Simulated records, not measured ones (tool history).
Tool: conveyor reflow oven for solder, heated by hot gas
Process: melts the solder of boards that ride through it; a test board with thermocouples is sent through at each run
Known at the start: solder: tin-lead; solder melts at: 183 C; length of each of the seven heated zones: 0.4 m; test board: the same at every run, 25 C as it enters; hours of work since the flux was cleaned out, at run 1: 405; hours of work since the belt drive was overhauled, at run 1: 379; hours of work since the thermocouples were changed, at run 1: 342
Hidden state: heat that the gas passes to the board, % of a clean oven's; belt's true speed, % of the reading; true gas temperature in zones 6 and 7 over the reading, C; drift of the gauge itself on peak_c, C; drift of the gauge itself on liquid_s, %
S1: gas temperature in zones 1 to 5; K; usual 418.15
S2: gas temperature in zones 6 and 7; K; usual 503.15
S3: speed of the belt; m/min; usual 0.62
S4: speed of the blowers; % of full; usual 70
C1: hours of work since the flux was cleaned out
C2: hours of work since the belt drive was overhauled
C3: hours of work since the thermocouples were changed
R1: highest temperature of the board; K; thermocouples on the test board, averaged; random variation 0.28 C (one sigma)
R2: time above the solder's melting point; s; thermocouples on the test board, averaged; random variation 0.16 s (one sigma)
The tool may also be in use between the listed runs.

run 1 day=0 | S1=418.15 S2=503.15 S3=0.62 S4=70 | C1=405 C2=379 C3=342 | R1=490.05 R2=60.7
-- day=0.338 flux residue cleaned out of gas plates and filters
run 2 day=1.238 | S1=418.15 S2=503.15 S3=0.62 S4=57 | C1=12 C2=393 C3=355 | R1=486.45 R2=56.8
run 3 day=2.862 | S1=418.15 S2=503.15 S3=0.62 S4=57 | C1=34 C2=414 C3=377 | R1=485.85 R2=56.5
run 4 day=4.067 | S1=418.15 S2=503.15 S3=0.62 S4=57 | C1=50 C2=430 C3=393 | R1=485.85 R2=56.4
run 5 day=5.75 | S1=418.15 S2=503.15 S3=0.62 S4=57 | C1=72 C2=453 C3=415 | R1=486.35 R2=56.5
run 6 day=6.567 | S1=418.15 S2=503.15 S3=0.62 S4=83 | C1=83 C2=464 C3=426 | R1=492.95 R2=63.2
run 7 day=8.142 | S1=418.15 S2=503.15 S3=0.62 S4=83 | C1=104 C2=484 C3=447 | R1=492.45 R2=63.1
run 8 day=9.408 | S1=418.15 S2=503.15 S3=0.62 S4=70 | C1=121 C2=501 C3=464 | R1=489.75 R2=60.8
run 9 day=10.346 | S1=418.15 S2=503.15 S3=0.62 S4=70 | C1=133 C2=514 C3=476 | R1=489.55 R2=60.8
run 10 day=11.412 | S1=418.15 S2=502.15 S3=0.62 S4=70 | C1=147 C2=528 C3=491 | R1=488.15 R2=59.6
run 11 day=12.183 | S1=418.15 S2=502.15 S3=0.62 S4=70 | C1=158 C2=538 C3=501 | R1=488.75 R2=60.1
run 12 day=13.408 | S1=418.15 S2=502.15 S3=0.62 S4=70 | C1=174 C2=555 C3=517 | R1=488.55 R2=59.8
run 13 day=14.546 | S1=418.15 S2=503.15 S3=0.62 S4=70 | C1=189 C2=570 C3=532 | R1=489.55 R2=60.6
run 14 day=15.467 | S1=418.15 S2=503.15 S3=0.62 S4=70 | C1=201 C2=582 C3=545 | R1=490.15 R2=60.4
run 15 day=16.279 | S1=418.15 S2=503.15 S3=0.679 S4=70 | C1=212 C2=593 C3=555 | R1=486.95 R2=52.9
run 16 day=17.458 | S1=418.15 S2=503.15 S3=0.679 S4=70 | C1=228 C2=609 C3=571 | R1=487.25 R2=52.9
run 17 day=19.042 | S1=418.15 S2=518.15 S3=0.62 S4=82 | C1=249 C2=630 C3=592 | R1=505.85 R2=70.2
run 18 day=20.771 | S1=422.15 S2=495.15 S3=0.625 S4=70 | C1=272 C2=653 C3=615 | R1=482.85 R2=56.7
run 19 day=21.667 | S1=405.15 S2=505.15 S3=0.72 S4=90 | C1=284 C2=664 C3=627 | R1=489.85 R2=48.1
run 20 day=22.583 | S1=418.15 S2=503.15 S3=0.62 S4=70 | C1=296 C2=677 C3=639 | R1=489.85 R2=60.4
run 21 day=23.842 | S1=407.15 S2=503.15 S3=0.737 S4=61 | C1=313 C2=693 C3=656 | R1=478.95 R2=36.9
run 22 day=24.996 | S1=407.15 S2=503.15 S3=0.737 S4=61 | C1=328 C2=709 C3=671 | R1=478.95 R2=36.7
run 23 day=25.854 | S1=423.15 S2=503.15 S3=0.559 S4=70 | C1=340 C2=720 C3=683 | R1=493.15 R2=72.7
run 24 day=27.508 | S1=424.15 S2=508.15 S3=0.62 S4=70 | C1=362 C2=742 C3=705 | R1=495.45 R2=66.9
run 25 day=28.246 | S1=424.15 S2=508.15 S3=0.62 S4=70 | C1=371 C2=752 C3=715 | R1=495.15 R2=66.6
run 26 day=28.958 | S1=418.15 S2=509.15 S3=0.62 S4=84 | C1=381 C2=762 C3=724 | R1=498.55 R2=66.2
run 27 day=29.892 | S1=418.15 S2=492.15 S3=0.637 S4=68 | C1=393 C2=774 C3=737 | R1=478.95 R2=49.3
run 28 day=30.75 | S1=418.15 S2=492.15 S3=0.637 S4=68 | C1=405 C2=785 C3=748 | R1=478.75 R2=49
-- day=31.188 flux residue cleaned out of gas plates and filters
run 29 day=31.688 | S1=406.15 S2=503.15 S3=0.594 S4=70 | C1=7 C2=795 C3=758 | R1=488.35 R2=58.4
run 30 day=32.967 | S1=408.15 S2=503.15 S3=0.594 S4=70 | C1=24 C2=812 C3=775 | R1=489.25 R2=59.4

5 ways to go on from here, each from the tool as it stands after run 30. What would each give?
run A day=33.779 | S1=418.15 S2=503.15 S3=0.62 S4=62 | C1=34 C2=823 C3=785 | R1=? R2=?
run B day=33.779 | S1=416.15 S2=509.15 S3=0.62 S4=70 | C1=34 C2=823 C3=785 | R1=? R2=?
run C day=33.779 | S1=418.15 S2=511.15 S3=0.62 S4=70 | C1=34 C2=823 C3=785 | R1=? R2=?
run D day=33.779 | S1=408.15 S2=503.15 S3=0.594 S4=71 | C1=34 C2=823 C3=785 | R1=? R2=?
run E day=33.779 | S1=408.15 S2=503.15 S3=0.594 S4=73 | C1=34 C2=823 C3=785 | R1=? R2=?

run=A R1=487.55 R2=58.6
run=B R1=494.55 R2=63.3
run=C R1=497.15 R2=65.2
run=D R1=489.45 R2=59.7
run=E R1=489.75 R2=59.9
Without the tool's hidden state the same runs would have given:
run=A R1=487.55 R2=58.5
run=B R1=494.65 R2=63.2
run=C R1=497.25 R2=65.1
run=D R1=489.55 R2=59.6
run=E R1=489.85 R2=59.9
